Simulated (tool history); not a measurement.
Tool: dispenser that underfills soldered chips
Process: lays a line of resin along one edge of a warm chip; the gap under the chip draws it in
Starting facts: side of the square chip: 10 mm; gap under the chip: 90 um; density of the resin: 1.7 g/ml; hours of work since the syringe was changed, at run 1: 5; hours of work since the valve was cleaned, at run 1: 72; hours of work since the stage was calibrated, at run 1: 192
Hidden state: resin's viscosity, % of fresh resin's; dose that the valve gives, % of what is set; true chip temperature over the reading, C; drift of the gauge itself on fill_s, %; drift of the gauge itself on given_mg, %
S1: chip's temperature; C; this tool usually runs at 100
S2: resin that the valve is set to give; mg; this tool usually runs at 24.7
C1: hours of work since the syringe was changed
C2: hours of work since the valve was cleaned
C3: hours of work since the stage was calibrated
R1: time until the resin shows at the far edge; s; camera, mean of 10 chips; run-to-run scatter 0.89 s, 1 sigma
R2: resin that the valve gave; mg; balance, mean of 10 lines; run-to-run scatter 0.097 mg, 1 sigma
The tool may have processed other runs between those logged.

run,hour,S1,S2,C1,C2,C3,R1,R2
1,0.0,100,24.7,5,72,192,97.6,23.96
# hour 6.8: dispensing valve cleaned and set on the balance
2,6.8,100,24.7,10,0,196,114.0,24.78
# hour 7.7: new syringe of resin
3,12.0,111,24.7,3,3,199,57.6,24.70
4,17.1,100,24.7,7,7,203,100.7,24.46
# hour 22.3: new syringe of resin
5,23.9,100,24.7,1,12,208,83.7,24.70
6,28.8,100,24.7,5,15,211,94.0,24.48
7,33.1,100,24.7,8,18,214,105.5,24.34
# hour 36.6: new syringe of resin
8,41.1,100,24.7,3,24,220,90.0,24.29
# hour 50.7: new syringe of resin
9,50.7,100,24.7,0,30,226,78.1,24.23
10,56.8,100,24.7,4,35,230,90.0,24.19
# hour 65.0: new syringe of resin
11,65.6,89,24.7,0,41,236,120.4,24.20
12,71.3,89,24.7,4,45,240,142.6,24.09
13,76.6,89,24.7,8,48,244,159.7,24.21
# hour 79.2: new syringe of resin
14,86.4,89,24.7,5,55,251,148.3,24.03
15,91.7,89,24.7,9,59,255,170.0,23.97
# hour 93.9: new syringe of resin
16,99.1,100,24.7,4,64,260,91.4,23.84
17,106.8,100,24.7,9,69,265,111.1,23.82
# hour 108.1: new syringe of resin
18,113.2,100,24.7,4,74,270,89.8,23.69
# hour 116.9: dispensing valve cleaned and set on the balance
19,121.8,86,29.7,9,3,275,191.8,29.72
# hour 123.3: new syringe of resin
20,131.4,86,29.7,6,10,282,165.6,29.51
# hour 137.7: new syringe of resin
21,140.3,86,22.0,2,16,288,148.6,21.72
22,145.4,94,22.5,5,20,291,119.8,22.25
23,150.4,94,22.5,9,23,295,134.8,22.09
# hour 151.9: new syringe of resin
24,159.7,113,26.4,6,30,301,57.6,25.94
# hour 166.3: new syringe of resin
25,168.1,113,26.4,1,35,307,48.9,25.99
26,175.3,87,23.0,6,41,312,166.3,22.46
# hour 181.1: new syringe of resin
27,182.1,107,22.6,1,45,317,61.6,22.20
28,191.9,107,22.6,8,52,324,78.9,21.90
# hour 195.8: new syringe of resin
29,201.3,95,22.9,4,59,330,107.3,22.21
30,205.9,100,29.4,7,62,333,98.5,28.62
# hour 210.0: new syringe of resin
31,213.6,98,31.2,3,67,339,88.0,30.23
32,219.9,98,31.2,7,72,343,104.7,30.07
# hour 224.2: new syringe of resin
# hour 227.0: dispensing valve cleaned and set on the balance
33,231.1,100,29.4,4,3,350,86.9,29.52
# hour 239.8: new syringe of resin
34,240.6,106,21.5,1,9,356,60.4,21.38
35,249.4,89,21.5,7,16,363,152.4,21.24
# hour 254.5: new syringe of resin
36,255.3,96,23.0,1,20,367,91.1,22.70

Results for each run, recomputed without the tool's hidden state and with each run's random variation untouched:
run,R1,R2
1,83.7,24.80
2,84.0,24.82
3,54.7,24.78
4,83.6,24.59
5,83.9,24.88
6,82.7,24.70
7,82.8,24.60
8,82.8,24.61
9,83.8,24.63
10,82.0,24.64
11,128.0,24.73
12,130.0,24.66
13,126.4,24.84
14,128.6,24.74
15,127.8,24.73
16,83.9,24.66
17,82.7,24.70
18,83.2,24.63
19,146.4,29.76
20,143.5,29.65
21,150.6,21.88
22,105.5,22.46
23,104.0,22.34
24,50.4,26.31
25,50.1,26.44
26,141.9,22.90
27,65.2,22.69
28,64.1,22.47
29,102.4,22.87
30,83.2,29.50
31,87.9,31.25
32,88.3,31.14
33,81.7,29.60
34,66.5,21.51
35,133.5,21.44
36,97.7,22.95

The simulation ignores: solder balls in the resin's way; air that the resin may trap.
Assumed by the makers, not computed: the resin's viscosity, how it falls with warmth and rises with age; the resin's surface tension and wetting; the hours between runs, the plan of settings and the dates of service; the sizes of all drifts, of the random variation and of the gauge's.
